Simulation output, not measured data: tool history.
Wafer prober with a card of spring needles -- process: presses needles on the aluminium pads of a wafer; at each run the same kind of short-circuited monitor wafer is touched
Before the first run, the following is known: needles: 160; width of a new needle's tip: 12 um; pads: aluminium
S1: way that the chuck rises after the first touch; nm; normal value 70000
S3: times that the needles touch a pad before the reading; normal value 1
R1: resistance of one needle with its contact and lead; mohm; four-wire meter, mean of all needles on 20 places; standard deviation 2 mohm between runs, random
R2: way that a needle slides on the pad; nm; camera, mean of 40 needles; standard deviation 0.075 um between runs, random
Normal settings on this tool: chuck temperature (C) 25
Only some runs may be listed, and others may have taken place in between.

run 1 hour=0 | S1=70000 chuck_temperature_(C)=25 S3=1 | R1=230 R2=8680
-- hour=8.4 tips cleaned on abrasive film
-- hour=18.8 tips cleaned on abrasive film
-- hour=29.2 tips cleaned on abrasive film
-- hour=37.6 tips cleaned on abrasive film
-- hour=48 tips cleaned on abrasive film
run 2 hour=55 | S1=70000 chuck_temperature_(C)=25 S3=2 | R1=245 R2=8770
-- hour=57.2 tips cleaned on abrasive film
-- hour=65.5 tips cleaned on abrasive film
-- hour=76 tips cleaned on abrasive film
-- hour=86.4 tips cleaned on abrasive film
-- hour=96.8 tips cleaned on abrasive film
-- hour=105.2 tips cleaned on abrasive film
-- hour=115.6 tips cleaned on abrasive film
-- hour=124 tips cleaned on abrasive film
run 3 hour=127.4 | S1=70000 chuck_temperature_(C)=72 S3=2 | R1=247 R2=8610
-- hour=133.7 tips cleaned on abrasive film
-- hour=144.1 tips cleaned on abrasive film
-- hour=152.5 tips cleaned on abrasive film
-- hour=162.9 tips cleaned on abrasive film
-- hour=173.4 tips cleaned on abrasive film
run 4 hour=177.7 | S1=70000 chuck_temperature_(C)=25 S3=1 | R1=249 R2=8460
-- hour=181.9 tips cleaned on abrasive film
-- hour=192.4 tips cleaned on abrasive film
-- hour=202.8 tips cleaned on abrasive film
-- hour=211.2 tips cleaned on abrasive film
run 5 hour=218.2 | S1=70000 chuck_temperature_(C)=25 S3=1 | R1=262 R2=8400
-- hour=220.3 tips cleaned on abrasive film
-- hour=228.7 tips cleaned on abrasive film
-- hour=239.1 tips cleaned on abrasive film
-- hour=249.6 tips cleaned on abrasive film
-- hour=260 tips cleaned on abrasive film
run 6 hour=260.7 | S1=70000 chuck_temperature_(C)=25 S3=1 | R1=234 R2=8320
-- hour=269.1 tips cleaned on abrasive film
-- hour=279.5 tips cleaned on abrasive film
-- hour=289.9 tips cleaned on abrasive film
-- hour=300.3 tips cleaned on abrasive film
-- hour=310.8 tips cleaned on abrasive film
run 7 hour=318.1 | S1=70000 chuck_temperature_(C)=25 S3=1 | R1=265 R2=8220
-- hour=320.2 tips cleaned on abrasive film
-- hour=330.7 tips cleaned on abrasive film
-- hour=335.1 height of the first contact set anew
-- hour=341.4 tips cleaned on abrasive film
-- hour=349.8 tips cleaned on abrasive film
-- hour=360.2 tips cleaned on abrasive film
run 8 hour=361 | S1=70000 chuck_temperature_(C)=25 S3=1 | R1=234 R2=9010
-- hour=369.3 tips cleaned on abrasive film
-- hour=377.7 tips cleaned on abrasive film
-- hour=388.1 tips cleaned on abrasive film
-- hour=398.5 tips cleaned on abrasive film
-- hour=409 tips cleaned on abrasive film
run 9 hour=416.3 | S1=70000 chuck_temperature_(C)=25 S3=1 | R1=262 R2=8830
-- hour=418.5 tips cleaned on abrasive film
-- hour=428.9 tips cleaned on abrasive film
-- hour=439.4 tips cleaned on abrasive film
-- hour=449.8 tips cleaned on abrasive film
-- hour=460.2 tips cleaned on abrasive film
-- hour=470.7 tips cleaned on abrasive film
-- hour=481.1 tips cleaned on abrasive film
run 10 hour=484.1 | S1=70000 chuck_temperature_(C)=25 S3=1 | R1=250 R2=8700
-- hour=490.4 tips cleaned on abrasive film
-- hour=500.9 tips cleaned on abrasive film
-- hour=511.3 tips cleaned on abrasive film
-- hour=521.7 tips cleaned on abrasive film
-- hour=532.2 tips cleaned on abrasive film
run 11 hour=534.3 | S1=70000 chuck_temperature_(C)=25 S3=1 | R1=240 R2=8580
-- hour=540.6 tips cleaned on abrasive film
-- hour=551 tips cleaned on abrasive film
-- hour=561.4 tips cleaned on abrasive film
-- hour=571.8 tips cleaned on abrasive film
run 12 hour=573.8 | S1=70000 chuck_temperature_(C)=25 S3=1 | R1=241 R2=8570
-- hour=582.2 tips cleaned on abrasive film
-- hour=592.6 tips cleaned on abrasive film
-- hour=603.1 tips cleaned on abrasive film
-- hour=613.5 tips cleaned on abrasive film
-- hour=621.9 tips cleaned on abrasive film
-- hour=632.3 tips cleaned on abrasive film
run 13 hour=638.5 | S1=70000 chuck_temperature_(C)=25 S3=1 | R1=265 R2=8560
-- hour=642.7 tips cleaned on abrasive film
-- hour=653.1 tips cleaned on abrasive film
-- hour=663.6 tips cleaned on abrasive film
-- hour=674 tips cleaned on abrasive film
-- hour=684.4 tips cleaned on abrasive film
-- hour=692.8 tips cleaned on abrasive film
run 14 hour=700 | S1=60000 chuck_temperature_(C)=66 S3=2 | R1=272 R2=7250
-- hour=702.2 tips cleaned on abrasive film
-- hour=712.6 tips cleaned on abrasive film
-- hour=723 tips cleaned on abrasive film
-- hour=733.5 tips cleaned on abrasive film
run 15 hour=740.3 | S1=60000 chuck_temperature_(C)=34 S3=1 | R1=287 R2=7140
-- hour=742.5 tips cleaned on abrasive film
-- hour=752.9 tips cleaned on abrasive film
-- hour=763.4 tips cleaned on abrasive film
-- hour=771.7 tips cleaned on abrasive film
run 16 hour=777.9 | S1=60000 chuck_temperature_(C)=34 S3=1 | R1=277 R2=6980
-- hour=782.1 tips cleaned on abrasive film
-- hour=784.5 height of the first contact set anew
-- hour=792.9 tips cleaned on abrasive film
-- hour=803.3 tips cleaned on abrasive film
-- hour=813.7 tips cleaned on abrasive film
-- hour=823.8 tips cleaned on abrasive film
run 17 hour=823.8 | S1=71000 chuck_temperature_(C)=41 S3=1 | R1=233 R2=8980
-- hour=834.3 tips cleaned on abrasive film
-- hour=844.7 tips cleaned on abrasive film
-- hour=855.1 tips cleaned on abrasive film
-- hour=865.6 tips cleaned on abrasive film
-- hour=876 tips cleaned on abrasive film
run 18 hour=879.6 | S1=71000 chuck_temperature_(C)=41 S3=1 | R1=249 R2=9010
-- hour=885.9 tips cleaned on abrasive film
-- hour=896.3 tips cleaned on abrasive film
-- hour=906.7 tips cleaned on abrasive film
-- hour=917.2 tips cleaned on abrasive film
-- hour=927.6 tips cleaned on abrasive film
run 19 hour=929.5 | S1=75000 chuck_temperature_(C)=29 S3=1 | R1=245 R2=9320
-- hour=937.8 tips cleaned on abrasive film
-- hour=948.3 tips cleaned on abrasive film
-- hour=958.7 tips cleaned on abrasive film
-- hour=969.1 tips cleaned on abrasive film
run 20 hour=972.2 | S1=75000 chuck_temperature_(C)=29 S3=1 | R1=250 R2=9260
-- hour=978.5 tips cleaned on abrasive film
-- hour=986.8 tips cleaned on abrasive film
-- hour=997.3 tips cleaned on abrasive film
run 21 hour=1003.6 | S1=64000 chuck_temperature_(C)=25 S3=2 | R1=252 R2=7790
-- hour=1005.7 tips cleaned on abrasive film
-- hour=1016.1 tips cleaned on abrasive film
-- hour=1024.5 tips cleaned on abrasive film
-- hour=1034.9 tips cleaned on abrasive film
run 22 hour=1041.2 | S1=64000 chuck_temperature_(C)=26 S3=2 | R1=252 R2=7960
-- hour=1043.6 tips cleaned on abrasive film
-- hour=1054 tips cleaned on abrasive film
-- hour=1062.4 tips cleaned on abrasive film
-- hour=1072.8 tips cleaned on abrasive film
-- hour=1083.2 tips cleaned on abrasive film
run 23 hour=1087.1 | S1=70000 chuck_temperature_(C)=25 S3=1 | R1=258 R2=8460
-- hour=1093.4 tips cleaned on abrasive film
-- hour=1101.8 tips cleaned on abrasive film
-- hour=1112.2 tips cleaned on abrasive film
run 24 hour=1117.1 | S1=70000 chuck_temperature_(C)=25 S3=1 | R1=267 R2=8450

Consider 3 possible next runs. They are alternatives, not a sequence: every one starts from the tool as it was left by run 24. What does each give?
-- hour=1121.4 tips cleaned on abrasive film
-- hour=1131.8 tips cleaned on abrasive film
-- hour=1142.2 tips cleaned on abrasive film
-- hour=1152.7 tips cleaned on abrasive film
run A hour=1153.8 | S1=60000 chuck_temperature_(C)=120 S3=1 | R1=? R2=?
-- hour=1121.4 tips cleaned on abrasive film
-- hour=1131.8 tips cleaned on abrasive film
-- hour=1142.2 tips cleaned on abrasive film
-- hour=1152.7 tips cleaned on abrasive film
run B hour=1153.8 | S1=78000 chuck_temperature_(C)=25 S3=3 | R1=? R2=?
-- hour=1121.4 tips cleaned on abrasive film
-- hour=1131.8 tips cleaned on abrasive film
-- hour=1142.2 tips cleaned on abrasive film
-- hour=1152.7 tips cleaned on abrasive film
run C hour=1153.8 | S1=75000 chuck_temperature_(C)=90 S3=1 | R1=? R2=?

run=A R1=272 R2=7020
run=B R1=228 R2=9430
run=C R1=254 R2=9090
What these runs would have given with no unlogged condition in the tool:
run=A R1=251 R2=7560
run=B R1=221 R2=9970
run=C R1=241 R2=9630
